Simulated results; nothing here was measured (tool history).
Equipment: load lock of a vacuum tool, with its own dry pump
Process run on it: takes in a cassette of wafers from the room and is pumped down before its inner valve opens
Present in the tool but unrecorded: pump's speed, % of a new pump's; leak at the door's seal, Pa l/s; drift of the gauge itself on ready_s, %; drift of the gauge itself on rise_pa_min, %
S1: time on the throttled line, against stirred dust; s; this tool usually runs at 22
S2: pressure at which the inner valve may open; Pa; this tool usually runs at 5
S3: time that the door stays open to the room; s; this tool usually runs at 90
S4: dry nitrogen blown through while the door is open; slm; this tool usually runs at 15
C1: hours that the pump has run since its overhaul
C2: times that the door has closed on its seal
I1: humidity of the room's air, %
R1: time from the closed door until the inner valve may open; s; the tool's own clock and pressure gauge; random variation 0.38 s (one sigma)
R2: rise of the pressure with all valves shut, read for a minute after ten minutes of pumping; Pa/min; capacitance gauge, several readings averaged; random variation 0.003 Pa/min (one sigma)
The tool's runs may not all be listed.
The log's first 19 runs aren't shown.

run     hour  S1  S2   S3  S4    C1     C2    I1    R1     R2
 20   7018.6  22   5   90  15   932  11346  47.3  39.3  0.134
 21   7457.9  22   5   90  15  1372  12596  46.2  39.3  0.146
 22   7685.9  22   4   90  15  1600  13245  45.1  40.7   0.16
 23   7927.1  22   4   26  15  1841  13931  42.3  40.2  0.154
 24   8204.9  22   5  135  15  2119  14721  45.6  39.5  0.188
 25   8427.4  19   5   90  27  2341  15355  46.3  37.4  0.174
 26     8767  19   5   90  27  2681  16321  43.6  36.2  0.191
 27   9172.6  19   5   90  27  3086  17475  48.2  36.8  0.206
 28   9651.3  21   5   66  27  3565  18837  44.9  39.1  0.215
 29  10042.3  21   5   66  27  3956  19949  45.4  38.7  0.234
 30  10309.2  14   4  141  15  4223  20709  43.6  33.8  0.275
 31  10635.9  38   5  213  14  4550  21638  46.3  54.3    0.3
 32  10918.1  38   5  213  14  4832  22441  46.5  53.8  0.315
 33  11259.9  38   5   26   9  5174  23414  39.4  53.8  0.301
 34    11677  38   4   26  19  5591  24600  42.3  54.7  0.311
 35  11996.4  38   4   67  34  5910  25509    45  54.2  0.325
 36  12298.7  22   5  107   8  6212  26369  45.4  41.1  0.386
 37    12495  22   7   90   6  6409  26928  42.1  39.6  0.399

Consider 3 possible next runs. They are alternatives, not a sequence: every one starts from the tool as it was left by run 37. What does each give?
  A  12715.1  22   7  136   6  6629  27554  41.2   ?   ?
  B  12715.1  19   7  185  14  6629  27554  44.8   ?   ?
  C  12715.1  22   7   90  13  6629  27554    44   ?   ?

run    R1     R2
  A  40.1  0.421
  B  36.6  0.401
  C  39.7  0.404
With no hidden state in the tool, these same runs would have given:
run    R1     R2
  A  38.4   0.07
  B  34.9   0.05
  C  38.1  0.053
